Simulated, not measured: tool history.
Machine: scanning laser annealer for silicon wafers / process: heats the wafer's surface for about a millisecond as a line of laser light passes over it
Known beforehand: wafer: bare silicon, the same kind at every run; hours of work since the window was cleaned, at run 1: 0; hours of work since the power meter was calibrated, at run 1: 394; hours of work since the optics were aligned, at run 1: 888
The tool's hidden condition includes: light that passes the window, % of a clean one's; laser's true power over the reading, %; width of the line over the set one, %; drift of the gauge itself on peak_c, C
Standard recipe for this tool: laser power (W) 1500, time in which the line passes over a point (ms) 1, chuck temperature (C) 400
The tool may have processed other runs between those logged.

| run | day | laser power (W) | time in which the line passes over a point (ms) | chuck temperature (C) | hours of work since the window was cleaned | hours of work since the power meter was calibrated | hours of work since the optics were aligned | highest temperature of the surface (C) |
|---|---|---|---|---|---|---|---|---|
| 1 | 0 | 1500 | 1 | 400 | 0 | 394 | 888 | 1112 |
| 2 | 0.304 | 1500 | 1 | 400 | 5 | 399 | 893 | 1114 |
| 3 | 0.742 | 1500 | 1 | 400 | 13 | 407 | 900 | 1112 |
| 4 | 1.033 | 1500 | 1 | 400 | 18 | 412 | 906 | 1113 |
| 5 | 1.333 | 1500 | 0.97 | 400 | 23 | 417 | 911 | 1100 |
| 6 | 1.817 | 1500 | 1 | 400 | 32 | 425 | 919 | 1113 |
| 7 | 2.296 | 1500 | 1 | 400 | 40 | 433 | 927 | 1109 |
| 8 | 2.558 | 1500 | 1 | 400 | 44 | 438 | 932 | 1111 |
| 9 | 2.875 | 1500 | 1 | 400 | 50 | 444 | 937 | 1112 |
| 10 | 3.317 | 1491 | 1 | 400 | 58 | 451 | 945 | 1101 |
| 11 | 3.783 | 1500 | 1 | 400 | 66 | 459 | 953 | 1106 |
| 12 | 4.075 | 1500 | 1 | 400 | 71 | 464 | 958 | 1106 |
| 13 | 4.446 | 1500 | 1 | 400 | 77 | 471 | 965 | 1108 |
| 14 | 4.821 | 1500 | 1 | 400 | 84 | 477 | 971 | 1113 |
| 15 | 5.142 | 1500 | 1 | 400 | 89 | 483 | 977 | 1107 |
| 16 | 5.646 | 1329 | 1 | 400 | 98 | 492 | 986 | 1019 |
| 17 | 6.204 | 1338 | 1 | 400 | 108 | 501 | 995 | 1024 |
| 18 | 6.479 | 1338 | 1 | 400 | 112 | 506 | 1000 | 1024 |
| 19 | 6.788 | 1500 | 1 | 400 | 118 | 511 | 1005 | 1107 |
| 20 | 7.083 | 1373 | 1 | 400 | 123 | 517 | 1010 | 1040 |
| 21 | 7.371 | 1500 | 1 | 400 | 128 | 522 | 1015 | 1104 |
| 22 | 7.879 | 1338 | 1.23 | 400 | 137 | 530 | 1024 | 1083 |
| 23 | 8.146 | 1275 | 1.23 | 400 | 141 | 535 | 1029 | 1056 |
| 24 | 8.533 | 1327 | 1 | 414 | 148 | 542 | 1036 | 1029 |
| 25 | 9.079 | 1500 | 1.16 | 419 | 158 | 551 | 1045 | 1170 |
| 26 | 9.567 | 1378 | 0.73 | 419 | 166 | 560 | 1054 | 966 |
| 27 | 9.942 | 1378 | 0.73 | 419 | 172 | 566 | 1060 | 967 |
| 28 | 10.383 | 1378 | 0.73 | 419 | 180 | 574 | 1068 | 964 |

What will run 29 give?
| 29 | 10.696 | 1387 | 1.04 | 439 | 186 | 579 | 1073 | ? |

{"run 29": {"highest temperature of the surface (C)": 1094}}
The same run, on a tool lacking any hidden state, would have yielded highest temperature of the surface (C) 1113.

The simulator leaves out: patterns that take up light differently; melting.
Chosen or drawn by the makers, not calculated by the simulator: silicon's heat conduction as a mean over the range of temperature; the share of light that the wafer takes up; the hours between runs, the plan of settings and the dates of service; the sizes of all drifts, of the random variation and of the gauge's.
